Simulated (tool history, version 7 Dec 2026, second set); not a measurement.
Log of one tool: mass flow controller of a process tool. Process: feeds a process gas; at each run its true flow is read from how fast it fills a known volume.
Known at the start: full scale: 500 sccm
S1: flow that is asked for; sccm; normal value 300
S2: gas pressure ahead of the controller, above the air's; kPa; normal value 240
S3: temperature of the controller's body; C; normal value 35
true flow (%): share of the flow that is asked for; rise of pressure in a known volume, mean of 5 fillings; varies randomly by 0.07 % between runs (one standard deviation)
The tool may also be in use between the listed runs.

Run 1, hour 0.0: usual settings. Result: true flow (%) 98.97.
Run 2, hour 99.3: usual settings but S1 127 sccm. Result: true flow (%) 98.37.
Run 3, hour 217.0: usual settings but S1 117 sccm. Result: true flow (%) 98.36.
Run 4, hour 325.2: usual settings. Result: true flow (%) 98.91.
Run 5, hour 488.4: usual settings. Result: true flow (%) 98.92.
Run 6, hour 592.9: usual settings. Result: true flow (%) 98.96.
Run 7, hour 704.2: usual settings but S2 266 kPa. Result: true flow (%) 98.79.
Run 8, hour 873.5: usual settings but S2 266 kPa. Result: true flow (%) 98.86.
Run 9, hour 982.9: usual settings but S1 125 sccm, S2 253 kPa, S3 40 C. Result: true flow (%) 98.58.
Run 10, hour 1131.9: usual settings but S2 265 kPa, S3 27 C. Result: true flow (%) 98.55.
Run 11, hour 1310.3: usual settings but S2 265 kPa, S3 27 C. Result: true flow (%) 98.43.
Run 12, hour 1452.9: usual settings but S2 272 kPa. Result: true flow (%) 98.48.
Run 13, hour 1574.2: usual settings but S1 205 sccm, S2 256 kPa. Result: true flow (%) 98.13.
Run 14, hour 1666.5: usual settings but S1 454 sccm, S2 211 kPa, S3 21 C. Result: true flow (%) 99.24.
Run 15, hour 1816.2: usual settings but S1 454 sccm, S2 211 kPa, S3 21 C. Result: true flow (%) 99.13.
Run 16, hour 1916.2: usual settings but S1 454 sccm, S2 211 kPa, S3 21 C. Result: true flow (%) 99.03.

Not shown: 2 entries that the log had between the listed runs. Between which runs, and how does the tool's hidden state differ before and after?
After run 5, before run 6: controller's zero set anew (hour 500.1)
  flow at rest that the sensor doesn't see, % of full scale: 0.107 -> 0.135; true flow over the shown one, %: -0.36 -> -0.37
  difference, measured minus the result without the unlogged condition, true flow (%): -0.19 -> -0.15
After run 11, before run 12: controller's zero set anew, once more (hour 1354.0)
  flow at rest that the sensor doesn't see, % of full scale: 0.154 -> 0.012; true flow over the shown one, %: -0.43 -> -0.44
  difference, measured minus the result without the unlogged condition, true flow (%): -0.17 -> -0.42

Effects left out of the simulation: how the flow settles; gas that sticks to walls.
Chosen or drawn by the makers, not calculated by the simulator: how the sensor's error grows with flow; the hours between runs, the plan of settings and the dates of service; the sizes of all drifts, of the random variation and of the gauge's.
